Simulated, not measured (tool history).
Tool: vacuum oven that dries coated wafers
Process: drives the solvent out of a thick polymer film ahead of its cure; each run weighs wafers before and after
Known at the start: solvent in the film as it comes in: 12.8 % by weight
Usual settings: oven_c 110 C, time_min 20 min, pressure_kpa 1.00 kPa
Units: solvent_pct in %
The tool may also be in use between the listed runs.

run	hour	oven_c	time_min	pressure_kpa	solvent_pct
1	0.0	110	20	1.00	3.26
2	9.2	110	20	1.39	3.54
3	29.5	110	20	1.39	3.57
4	47.9	110	20	1.39	3.56
5	62.1	110	20	1.00	3.28
6	81.9	95	20	1.00	6.77
7	90.6	95	20	1.00	6.81
8	105.0	95	20	1.00	6.84
9	123.2	95	20	1.00	6.88
10	141.4	95	20	1.00	6.79
11	152.8	95	20	1.00	6.77
12	167.9	95	20	1.00	6.70
13	186.8	95	20	1.00	6.87
14	207.9	95	20	1.00	6.78
15	228.5	105	21	1.09	4.19
16	242.2	105	21	1.09	4.37
17	258.9	109	34	1.09	2.15
18	274.2	119	20	1.10	1.70
19	294.4	118	26	1.00	1.27
20	305.6	118	26	1.00	1.37
21	319.5	118	26	1.00	1.30
22	331.7	102	21	2.32	6.17
23	350.0	102	21	2.32	6.21
24	358.9	102	21	2.32	6.21
25	373.8	110	21	1.00	3.07
26	385.3	110	21	1.00	3.09
27	403.1	108	21	2.03	4.39
28	424.3	108	11	2.03	6.41

Forecast each of these 4 alternatives for the next run:
A	440.4	121	11	1.55	?
B	440.4	108	11	2.03	?
C	440.4	116	11	2.03	?
D	440.4	107	11	2.03	?

run	solvent_pct
A	3.21
B	6.30
C	4.50
D	6.57
Without the tool's hidden state the same runs would have given:
run	solvent_pct
A	3.20
B	6.29
C	4.51
D	6.56
